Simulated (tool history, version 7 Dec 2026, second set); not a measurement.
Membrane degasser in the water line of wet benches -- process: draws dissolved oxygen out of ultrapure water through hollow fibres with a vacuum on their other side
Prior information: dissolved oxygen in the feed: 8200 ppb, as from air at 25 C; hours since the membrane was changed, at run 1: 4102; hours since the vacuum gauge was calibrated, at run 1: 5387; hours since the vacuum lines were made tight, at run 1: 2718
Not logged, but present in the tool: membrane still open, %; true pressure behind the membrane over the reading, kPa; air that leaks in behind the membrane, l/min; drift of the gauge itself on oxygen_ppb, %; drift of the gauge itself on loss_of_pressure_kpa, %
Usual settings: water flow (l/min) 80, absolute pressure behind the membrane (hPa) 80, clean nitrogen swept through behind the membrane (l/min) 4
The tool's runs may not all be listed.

run,hour,water flow (l/min),absolute pressure behind the membrane (hPa),clean nitrogen swept through behind the membrane (l/min),hours since the membrane was changed,hours since the vacuum gauge was calibrated,hours since the vacuum lines were made tight,dissolved oxygen in the water behind the degasser (ppb),pressure that the water loses in the fibres (hPa)
1,0,80,80,4,4102,5387,2718,275.5,716.9
2,146.8,80,80,4,4249,5534,2865,281.3,725.3
3,237.1,80,80,4,4339,5624,2955,281.3,720.9
4,387.4,61,80,4,4489,5775,3106,195,552.4
5,481,61,80,4,4583,5868,3199,198.5,548.5
6,620.9,61,80,4,4723,6008,3339,196.4,552.3
7,694.1,80,80,4,4796,6081,3412,280.7,725.6
8,789.4,80,80,4,4891,6177,3508,283.2,727
9,876.1,80,184.5,4,4978,6263,3594,709.1,729.1
10,986.7,80,184.5,4,5088,6374,3705,696.9,726.1
11,1102.5,80,184.5,4,5204,6490,3821,714.4,728
12,1188.5,80,184.5,2.03,5290,6576,3907,1151.1,726.1
13,1310.1,80,80,4,5412,6697,4028,284.8,734.6
14,1397.9,80,80,4,5500,6785,4116,286,727.9
15,1522.3,80,80,4,5624,6910,4240,285,732.6
16,1592.5,80,80,4,5694,6980,4311,290.7,733.6
17,1694.7,122,80,7.92,5796,7082,4413,446.4,1125.3
18,1834.2,80,155.2,4.66,5936,7221,4552,528.1,731.8
19,1960.3,87,81.8,8.09,6062,7348,4678,220.2,799.2
20,2089,87,81.8,8.09,6191,7476,4807,217.8,802.1
21,2178.6,87,81.8,8.09,6280,7566,4897,222.1,796.5
22,2295,87,81.8,8.09,6397,7682,5013,217.7,804
23,2380.6,53,93.5,4,6482,7768,5099,214.6,490.7
24,2489.4,53,93.5,4,6591,7877,5208,211.3,490.5
25,2565.8,62,166.4,8.7,6668,7953,5284,249,573.6
26,2717,62,166.4,8.7,6819,8104,5435,253.6,574.9
# hour 2743.4: seals of the vacuum lines changed
27,2835.2,62,166.4,8.7,6935,8220,92,253.8,573.1
# hour 2894.7: vacuum gauge calibrated
28,2952.2,125,127.2,9.72,7051,58,208,562.8,1161
29,3052.5,125,127.2,9.72,7152,158,309,550.9,1163.8
30,3206.6,125,108.6,11.26,7306,312,463,480.4,1161.7
31,3280.8,117,48.1,4,7380,386,537,343.2,1088.2
32,3361.3,117,48.1,4,7461,467,617,341.5,1086.4

4 options for the next run, each taken on its own from the tool as it stands now. Forecast them:
A,3478.6,82,80.6,4,7578,584,735,?,?
B,3478.6,111,48.1,11.46,7578,584,735,?,?
C,3478.6,80,80,2.12,7578,584,735,?,?
D,3478.6,70,156.2,4,7578,584,735,?,?

run,dissolved oxygen in the water behind the degasser (ppb),pressure that the water loses in the fibres (hPa)
A,280.6,765.3
B,247.4,1035.5
C,409.3,747.6
D,496.7,654
What these runs would have given with no unlogged condition in the tool:
run,dissolved oxygen in the water behind the degasser (ppb),pressure that the water loses in the fibres (hPa)
A,258,707
B,191.9,956.3
C,388.2,690.5
D,484.6,604.2
